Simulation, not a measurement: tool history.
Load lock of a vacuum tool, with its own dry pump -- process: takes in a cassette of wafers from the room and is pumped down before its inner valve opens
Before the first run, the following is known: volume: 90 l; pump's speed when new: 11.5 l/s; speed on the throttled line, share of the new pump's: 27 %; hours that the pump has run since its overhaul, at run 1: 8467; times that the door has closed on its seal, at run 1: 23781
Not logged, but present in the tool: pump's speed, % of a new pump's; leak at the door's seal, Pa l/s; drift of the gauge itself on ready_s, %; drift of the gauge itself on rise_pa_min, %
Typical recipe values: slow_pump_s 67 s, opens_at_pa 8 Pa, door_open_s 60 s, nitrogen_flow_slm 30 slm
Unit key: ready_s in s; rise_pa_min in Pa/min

run	hour	slow_pump_s	opens_at_pa	door_open_s	nitrogen_flow_slm	hours that the pump has run since its overhaul	times that the door has closed on its seal	incoming humidity of the room's air, %	ready_s	rise_pa_min
1	0	67	8	60	30	8467	23781	42	137.2	0.223
2	185.8	67	8	60	30	8653	24386	44.1	137.3	0.235
3	307.3	67	8	60	30	8775	24781	45	137.2	0.238
4	489.7	67	8	60	30	8957	25375	43.1	137.2	0.249
5	729.1	67	8	60	30	9196	26154	39	138.2	0.261
6	871.8	67	8	60	30	9339	26619	43.2	138.6	0.272
7	1061.4	67	8	60	30	9529	27236	47.2	138.8	0.289
8	1299.5	67	8	60	30	9767	28011	44.4	139.4	0.3
9	1511	67	8	60	30	9978	28699	46.3	139.1	0.311
10	1724.6	67	8	60	30	10192	29395	47.7	139.6	0.32
11	1873.1	67	8	60	30	10340	29878	44.8	141.4	0.328
12	2034.5	67	8	60	30	10502	30403	44.8	141	0.341
13	2287.4	67	8	60	30	10755	31227	47.6	143.7	0.363
14	2474	67	8	60	30	10941	31834	49.8	142.5	0.37
15	2604.4	67	8	60	30	11072	32259	44	142.3	0.367
16	2762.2	67	8	60	30	11230	32772	45.6	142.1	0.388
17	2981	67	14	60	30	11448	33484	45.9	136.2	0.408
# hour 3182.4: dry pump taken out, an overhauled one fitted
18	3219.5	67	14	60	30	37	34241	46.4	118	0.414
19	3395.8	67	16	45	30	213	34815	47	117.1	0.417
20	3600.1	67	13	238	18	418	35480	47.1	119.3	0.475
21	3736.9	37	8	60	25	554	35925	46.6	102.6	0.455
22	3889.5	37	8	60	25	707	36422	42.1	102.4	0.448
23	4115.6	72	8	57	21	933	37158	46.5	128	0.479
# hour 4375.7: door's seal changed, seat wiped
24	4404.8	110	8	60	30	1221	94	44.1	155.1	0.021
25	4608.6	110	8	60	30	1425	758	45.1	156.3	0.024
26	4778.8	67	10	228	30	1595	1312	47.7	122.4	0.051
27	4907.1	45	8	47	30	1723	1729	46.9	109.5	0.036
28	5097.8	80	8	96	9	1914	2350	45.6	134.4	0.06
29	5377.7	67	13	60	30	2194	3261	46.9	121	0.038
30	5656.6	67	13	60	30	2473	4169	41.8	121.5	0.044
31	5826.3	67	13	60	36	2642	4721	44.7	123.7	0.041
32	6077	67	7	91	30	2893	5537	43.4	128.6	0.058
33	6321.3	67	8	48	30	3137	6332	45.2	127.9	0.064
34	6502.5	67	8	160	4	3319	6922	44.6	129.5	0.104
35	6760.2	67	8	160	4	3576	7761	44.2	128.7	0.112
36	6902.2	116	6	82	41	3718	8223	48.4	166.7	0.07

Below, some changes in ready_s between adjacent runs. For each, the amount present without the hidden state too (settings, incoming material, random variation) and the amount remaining for the hidden state with gauge scatter not shared by both compared results:
Run 12 -> 13: no setting changed, nothing entered. ready_s +2.7 s: hidden state +0.8, all else +1.9.
Run 16 -> 17: opens_at_pa 8 -> 14. ready_s -5.9 s: hidden state -1.4, all else -4.5.
Run 17 -> 18: dry pump taken out, an overhauled one fitted. ready_s -18.2 s: hidden state -17.9, all else -0.3.
Run 23 -> 24: slow_pump_s 72 -> 110, door_open_s 57 -> 60, nitrogen_flow_slm 21 -> 30, door's seal changed, seat wiped. ready_s +27.1 s: hidden state +0, all else +27.1.
Run 25 -> 26: slow_pump_s 110 -> 67, opens_at_pa 8 -> 10, door_open_s 60 -> 228. ready_s -33.9 s: hidden state +0.5, all else -34.4.
Run 35 -> 36: slow_pump_s 67 -> 116, opens_at_pa 8 -> 6, door_open_s 160 -> 82, nitrogen_flow_slm 4 -> 41. ready_s +38 s: hidden state -0.7, all else +38.7.
